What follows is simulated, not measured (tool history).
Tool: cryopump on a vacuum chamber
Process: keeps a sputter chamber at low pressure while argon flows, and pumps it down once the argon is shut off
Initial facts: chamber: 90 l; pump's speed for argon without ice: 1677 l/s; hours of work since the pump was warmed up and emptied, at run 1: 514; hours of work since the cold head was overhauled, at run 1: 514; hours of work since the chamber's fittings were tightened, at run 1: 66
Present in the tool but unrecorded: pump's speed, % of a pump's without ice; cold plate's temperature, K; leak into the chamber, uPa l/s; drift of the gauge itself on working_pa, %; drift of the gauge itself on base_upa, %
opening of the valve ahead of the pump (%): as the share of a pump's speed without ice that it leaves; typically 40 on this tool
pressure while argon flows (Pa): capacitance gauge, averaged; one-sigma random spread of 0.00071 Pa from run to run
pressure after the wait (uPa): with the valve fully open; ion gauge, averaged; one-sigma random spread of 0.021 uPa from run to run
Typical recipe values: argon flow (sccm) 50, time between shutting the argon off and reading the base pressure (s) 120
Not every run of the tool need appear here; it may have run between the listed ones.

run,hour,argon flow (sccm),time between shutting the argon off and reading the base pressure (s),opening of the valve ahead of the pump (%),hours of work since the pump was warmed up and emptied,hours of work since the cold head was overhauled,hours of work since the chamber's fittings were tightened,pressure while argon flows (Pa),pressure after the wait (uPa)
1,0.0,50,120,40,514,514,66,0.1348,0.62
2,126.7,50,120,20,588,588,141,0.2623,0.77
3,179.4,50,120,20,619,619,171,0.2621,0.82
4,279.7,50,85,20,677,677,230,0.2638,1.04
5,387.0,50,85,20,740,740,293,0.2658,1.11
6,446.6,50,120,19,775,775,328,0.2794,1.09
7,527.7,50,120,19,823,823,375,0.2815,1.19
8,621.2,50,120,19,877,877,430,0.2843,1.27
9,726.6,50,120,19,939,939,492,0.2853,1.37
# hour 739.0: pump warmed up, emptied and cooled again
10,797.5,50,120,19,34,978,530,0.2664,1.15
11,870.1,50,120,19,77,1020,573,0.2664,1.24
12,996.5,50,203,19,151,1094,647,0.2692,1.23
13,1061.3,50,203,49,189,1132,685,0.1056,1.33
14,1150.1,50,120,40,241,1184,737,0.1300,1.51
15,1264.7,50,120,40,308,1251,804,0.1307,1.64
16,1330.0,50,120,43,346,1289,842,0.1243,1.71
17,1455.9,50,221,40,420,1363,916,0.1343,1.69
18,1563.5,50,221,18,483,1426,979,0.2896,1.79

For run 19, what comes out?
19,1651.4,31,212,40,534,1478,1030,?,?

Logged for run 19: pressure while argon flows (Pa) 0.0850, pressure after the wait (uPa) 1.99.
On a tool with no hidden condition, and with the same random variation, this run would have come out at pressure while argon flows (Pa) 0.0787, pressure after the wait (uPa) 0.38.
